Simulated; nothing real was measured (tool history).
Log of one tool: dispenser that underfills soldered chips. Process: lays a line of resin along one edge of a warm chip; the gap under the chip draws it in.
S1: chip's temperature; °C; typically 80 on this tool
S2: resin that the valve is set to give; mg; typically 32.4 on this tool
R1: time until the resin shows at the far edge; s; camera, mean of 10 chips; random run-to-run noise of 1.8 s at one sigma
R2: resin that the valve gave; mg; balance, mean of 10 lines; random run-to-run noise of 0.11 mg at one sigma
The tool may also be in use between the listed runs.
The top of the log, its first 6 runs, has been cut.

run 7 hour=42.5 | S1=80 S2=32.4 | R1=299.1 R2=31.9
-- hour=44.8 new syringe of resin
run 8 hour=47.9 | S1=80 S2=32.4 | R1=206.5 R2=31.74
run 9 hour=54 | S1=80 S2=32.4 | R1=282.7 R2=31.73
-- hour=56.9 new syringe of resin
run 10 hour=57.9 | S1=66 S2=32.4 | R1=345.2 R2=31.75
run 11 hour=63.9 | S1=80 S2=32.4 | R1=258 R2=31.6
-- hour=68.9 new syringe of resin
run 12 hour=70.5 | S1=80 S2=32.4 | R1=201.2 R2=31.45
run 13 hour=76.9 | S1=80 S2=32.4 | R1=276.4 R2=31.34
-- hour=80.9 new syringe of resin
run 14 hour=81.3 | S1=80 S2=32.4 | R1=187 R2=31.17
run 15 hour=86 | S1=80 S2=32.4 | R1=242.3 R2=31.42
run 16 hour=92.4 | S1=80 S2=32.4 | R1=326.9 R2=31.17
-- hour=93.3 new syringe of resin
run 17 hour=100.6 | S1=80 S2=32.4 | R1=264.6 R2=31.08

Run 18 comes next. What will it give?
-- hour=105.6 new syringe of resin
run 18 hour=106.2 | S1=80 S2=32.4 | R1=? R2=?

Run 18 came out at R1 186.6 s, R2 30.96 mg.
On a tool with no hidden condition, and with the same random variation, this run would have come out at R1 170.9 s, R2 32.31 mg.

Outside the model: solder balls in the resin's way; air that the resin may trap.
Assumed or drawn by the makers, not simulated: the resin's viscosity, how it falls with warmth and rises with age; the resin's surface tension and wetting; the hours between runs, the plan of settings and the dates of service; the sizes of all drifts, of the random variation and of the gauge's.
